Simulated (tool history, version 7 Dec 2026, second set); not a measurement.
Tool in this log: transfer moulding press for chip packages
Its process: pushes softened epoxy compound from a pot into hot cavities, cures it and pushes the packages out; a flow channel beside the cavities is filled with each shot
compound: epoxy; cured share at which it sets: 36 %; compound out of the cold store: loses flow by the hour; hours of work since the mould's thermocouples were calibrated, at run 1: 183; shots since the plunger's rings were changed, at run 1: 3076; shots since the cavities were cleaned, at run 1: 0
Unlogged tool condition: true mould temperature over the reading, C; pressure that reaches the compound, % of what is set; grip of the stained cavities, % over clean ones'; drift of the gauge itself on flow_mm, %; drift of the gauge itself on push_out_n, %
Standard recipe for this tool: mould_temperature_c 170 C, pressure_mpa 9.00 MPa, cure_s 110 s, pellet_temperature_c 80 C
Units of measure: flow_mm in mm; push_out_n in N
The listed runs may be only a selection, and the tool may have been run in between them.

| run | day | mould_temperature_c | pressure_mpa | cure_s | pellet_temperature_c | hours of work since the mould's thermocouples were calibrated | shots since the plunger's rings were changed | shots since the cavities were cleaned | incoming compound's hours out of the cold store | flow_mm | push_out_n |
|---|---|---|---|---|---|---|---|---|---|---|---|
| 1 | 0.000 | 170 | 9.00 | 110 | 80 | 183 | 3076 | 0 | 17.9 | 593 | 286 |
| 2 | 0.321 | 170 | 9.00 | 110 | 80 | 188 | 3169 | 93 | 11.6 | 608 | 363 |
| 3 | 0.650 | 170 | 9.00 | 110 | 80 | 193 | 3263 | 187 | 26.5 | 578 | 424 |
| 4 | 1.029 | 170 | 9.00 | 110 | 80 | 200 | 3373 | 297 | 9.7 | 613 | 468 |
| 5 | 1.400 | 170 | 9.00 | 91 | 80 | 206 | 3480 | 404 | 19.2 | 585 | 690 |
| 6 | 1.729 | 170 | 9.00 | 91 | 80 | 211 | 3574 | 498 | 41.4 | 535 | 687 |
| 7 | 2.000 | 170 | 9.00 | 91 | 80 | 215 | 3652 | 576 | 22.5 | 581 | 779 |
| 8 | 2.383 | 170 | 9.78 | 91 | 80 | 221 | 3762 | 686 | 47.7 | 560 | 734 |
| 9 | 2.654 | 170 | 9.78 | 91 | 85 | 226 | 3841 | 765 | 10.8 | 635 | 832 |
| 10 | 2.817 | 170 | 8.88 | 91 | 85 | 228 | 3888 | 812 | 41.2 | 537 | 801 |
| 11 | 3.167 | 170 | 9.75 | 110 | 80 | 234 | 3989 | 913 | 29.9 | 581 | 574 |
| 12 | 3.388 | 170 | 9.75 | 110 | 80 | 238 | 4052 | 976 | 17.2 | 625 | 598 |
|  | 3.646 | cavities cleaned with cleaning compound and waxed |
| 13 | 3.779 | 170 | 9.00 | 110 | 80 | 243 | 4147 | 38 | 13.0 | 597 | 331 |
| 14 | 4.004 | 170 | 9.00 | 110 | 80 | 247 | 4211 | 102 | 45.1 | 527 | 361 |
| 15 | 4.283 | 170 | 9.00 | 110 | 80 | 251 | 4293 | 184 | 23.8 | 565 | 438 |
| 16 | 4.608 | 170 | 9.00 | 110 | 83 | 256 | 4386 | 277 | 23.8 | 578 | 469 |
| 17 | 4.912 | 164 | 9.00 | 145 | 83 | 261 | 4474 | 365 | 33.6 | 568 | 466 |
| 18 | 5.300 | 170 | 9.00 | 99 | 80 | 268 | 4586 | 477 | 38.0 | 535 | 620 |
| 19 | 5.467 | 170 | 9.00 | 135 | 80 | 270 | 4633 | 524 | 25.6 | 563 | 450 |
| 20 | 5.804 | 170 | 9.00 | 114 | 80 | 276 | 4730 | 621 | 15.7 | 595 | 557 |
| 21 | 6.083 | 170 | 8.88 | 114 | 80 | 280 | 4811 | 702 | 29.0 | 559 | 565 |
| 22 | 6.362 | 169 | 9.00 | 93 | 80 | 285 | 4891 | 782 | 43.3 | 530 | 806 |
| 23 | 6.638 | 169 | 9.00 | 93 | 83 | 289 | 4971 | 862 | 19.2 | 579 | 864 |
| 24 | 6.862 | 170 | 9.00 | 110 | 79 | 293 | 5035 | 926 | 47.9 | 514 | 573 |
| 25 | 7.154 | 174 | 7.07 | 112 | 83 | 297 | 5119 | 1010 | 10.3 | 524 | 511 |
|  | 7.283 | plunger's sealing rings changed |
|  | 7.408 | cavities cleaned with cleaning compound and waxed |
| 26 | 7.629 | 170 | 9.00 | 91 | 84 | 302 | 82 | 64 | 42.5 | 572 | 440 |
| 27 | 7.962 | 170 | 9.00 | 91 | 84 | 308 | 178 | 160 | 31.6 | 587 | 547 |
| 28 | 8.217 | 162 | 9.00 | 91 | 84 | 312 | 250 | 232 | 14.2 | 665 | 1202 |

Table of differences, measured result less the result of that run with no hidden state. Run-to-run variation is the same in both. Gauge scatter possibly is not:
| run | flow_mm | push_out_n |
|---|---|---|
| 1 | -28 | +6 |
| 2 | -30 | +83 |
| 3 | -29 | +144 |
| 4 | -32 | +197 |
| 5 | -32 | +317 |
| 6 | -29 | +332 |
| 7 | -33 | +390 |
| 8 | -32 | +376 |
| 9 | -38 | +434 |
| 10 | -32 | +413 |
| 11 | -35 | +304 |
| 12 | -39 | +319 |
| 13 | -38 | +51 |
| 14 | -35 | +92 |
| 15 | -38 | +150 |
| 16 | -39 | +191 |
| 17 | -39 | +207 |
| 18 | -38 | +299 |
| 19 | -40 | +213 |
| 20 | -43 | +280 |
| 21 | -42 | +285 |
| 22 | -41 | +420 |
| 23 | -45 | +461 |
| 24 | -41 | +304 |
| 25 | -42 | +268 |
| 26 | +1 | +92 |
| 27 | +1 | +186 |
| 28 | +0 | +464 |
